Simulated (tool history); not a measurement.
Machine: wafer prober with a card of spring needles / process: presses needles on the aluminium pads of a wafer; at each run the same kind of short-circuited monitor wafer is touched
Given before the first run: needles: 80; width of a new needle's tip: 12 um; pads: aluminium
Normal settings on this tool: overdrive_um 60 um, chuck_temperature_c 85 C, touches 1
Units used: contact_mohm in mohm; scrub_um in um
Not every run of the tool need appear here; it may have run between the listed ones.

| run | day | overdrive_um | chuck_temperature_c | touches | contact_mohm | scrub_um |
|---|---|---|---|---|---|---|
| 1 | 0.000 | 60 | 85 | 1 | 225 | 7.62 |
|  | 0.812 | tips cleaned on abrasive film |
|  | 1.767 | tips cleaned on abrasive film |
| 2 | 2.100 | 60 | 85 | 1 | 249 | 7.59 |
|  | 2.721 | tips cleaned on abrasive film |
|  | 3.712 | tips cleaned on abrasive film |
| 3 | 3.779 | 60 | 85 | 1 | 227 | 7.58 |
|  | 4.696 | tips cleaned on abrasive film |
|  | 5.696 | tips cleaned on abrasive film |
| 4 | 6.279 | 60 | 85 | 1 | 262 | 7.56 |
|  | 6.696 | tips cleaned on abrasive film |
|  | 7.692 | tips cleaned on abrasive film |
| 5 | 7.858 | 60 | 85 | 1 | 238 | 7.57 |
|  | 8.658 | tips cleaned on abrasive film |
|  | 9.683 | tips cleaned on abrasive film |
| 6 | 9.738 | 60 | 85 | 1 | 222 | 7.49 |
|  | 10.558 | tips cleaned on abrasive film |
|  | 11.429 | tips cleaned on abrasive film |
| 7 | 11.429 | 60 | 85 | 1 | 221 | 7.48 |
|  | 12.417 | tips cleaned on abrasive film |
|  | 13.388 | tips cleaned on abrasive film |
| 8 | 13.388 | 60 | 85 | 1 | 219 | 7.44 |
|  | 14.321 | tips cleaned on abrasive film |
|  | 15.254 | tips cleaned on abrasive film |
|  | 16.204 | tips cleaned on abrasive film |
| 9 | 16.308 | 60 | 85 | 1 | 233 | 7.41 |
|  | 17.046 | tips cleaned on abrasive film |
|  | 18.025 | tips cleaned on abrasive film |
| 10 | 18.029 | 60 | 85 | 1 | 221 | 7.38 |
|  | 18.858 | tips cleaned on abrasive film |
|  | 19.075 | height of the first contact set anew |
| 11 | 19.604 | 60 | 85 | 1 | 274 | 7.26 |
|  | 19.812 | tips cleaned on abrasive film |
|  | 20.846 | tips cleaned on abrasive film |
|  | 21.862 | tips cleaned on abrasive film |
| 12 | 22.404 | 60 | 85 | 2 | 244 | 7.24 |
|  | 22.821 | tips cleaned on abrasive film |
|  | 23.833 | tips cleaned on abrasive film |
|  | 24.783 | tips cleaned on abrasive film |
|  | 25.750 | tips cleaned on abrasive film |
| 13 | 25.750 | 60 | 85 | 2 | 223 | 7.16 |
|  | 26.688 | tips cleaned on abrasive film |
|  | 27.679 | tips cleaned on abrasive film |
| 14 | 28.000 | 60 | 85 | 2 | 237 | 7.17 |
|  | 28.621 | tips cleaned on abrasive film |
|  | 29.450 | tips cleaned on abrasive film |
| 15 | 30.117 | 60 | 85 | 1 | 278 | 7.13 |
|  | 30.483 | tips cleaned on abrasive film |
|  | 31.450 | tips cleaned on abrasive film |
| 16 | 31.746 | 47 | 40 | 1 | 277 | 5.41 |
|  | 32.371 | tips cleaned on abrasive film |
|  | 33.404 | tips cleaned on abrasive film |
|  | 34.421 | tips cleaned on abrasive film |
| 17 | 34.771 | 76 | 109 | 1 | 252 | 9.16 |
|  | 35.283 | tips cleaned on abrasive film |
|  | 36.321 | tips cleaned on abrasive film |
|  | 37.271 | tips cleaned on abrasive film |
|  | 38.317 | height of the first contact set anew, once more |
|  | 38.321 | tips cleaned on abrasive film |
| 18 | 38.529 | 41 | 38 | 2 | 249 | 5.28 |
|  | 39.321 | tips cleaned on abrasive film |
|  | 40.321 | tips cleaned on abrasive film |
|  | 41.354 | tips cleaned on abrasive film |
| 19 | 41.875 | 43 | 39 | 2 | 265 | 5.50 |

Forecast run 20:
|  | 42.292 | tips cleaned on abrasive film |
|  | 43.325 | tips cleaned on abrasive film |
| 20 | 43.475 | 43 | 39 | 2 | ? | ? |

contact_mohm: 236 mohm
scrub_um: 5.49 um
The same run, on a tool lacking any hidden state, would have yielded contact_mohm 206 mohm, scrub_um 5.57 um.
